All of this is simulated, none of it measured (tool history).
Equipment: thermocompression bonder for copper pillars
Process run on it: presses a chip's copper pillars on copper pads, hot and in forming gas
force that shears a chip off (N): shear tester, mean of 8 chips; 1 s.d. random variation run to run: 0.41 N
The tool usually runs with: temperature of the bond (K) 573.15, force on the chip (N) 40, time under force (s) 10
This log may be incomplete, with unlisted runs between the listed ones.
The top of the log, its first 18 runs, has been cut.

run	day	temperature of the bond (K)	force on the chip (N)	time under force (s)	hours of work since the heater was calibrated	hours of work since the force cell was calibrated	hours of work since the gas filter was changed	force that shears a chip off (N)
19	10.929	573.15	49	16	23	114	104	79.6
20	11.292	573.15	32	23	29	120	110	68.7
21	11.929	573.15	32	23	40	130	121	67.6
22	12.596	547.15	32	14	51	142	132	38.1
# day 12.912: forming gas filter changed
23	13.112	578.15	25	12	59	150	3	52.1
24	13.846	578.15	25	12	72	163	16	50.8
25	14.275	578.15	46	12	79	170	23	78.1
26	14.696	557.15	33	6	86	177	30	33.8
27	15.079	550.15	31	8	93	184	37	31.4
28	15.504	550.15	31	8	100	191	44	31.4
29	16.104	550.15	31	18	110	201	54	45
30	16.45	550.15	31	18	116	207	60	44.9

5 options for the next run, each taken on its own from the tool as it stands now. Forecast them:
A	17.088	573.15	40	24	127	218	71	?
B	17.088	580.15	57	15	127	218	71	?
C	17.088	573.15	45	6	127	218	71	?
D	17.088	550.15	47	18	127	218	71	?
E	17.088	550.15	31	6	127	218	71	?

run	force that shears a chip off (N)
A	83
B	95.5
C	54.6
D	60.4
E	27.3
Had the tool no hidden state, the same runs would have come out as:
run	force that shears a chip off (N)
A	85.8
B	98.8
C	56.3
D	62.4
E	28.2
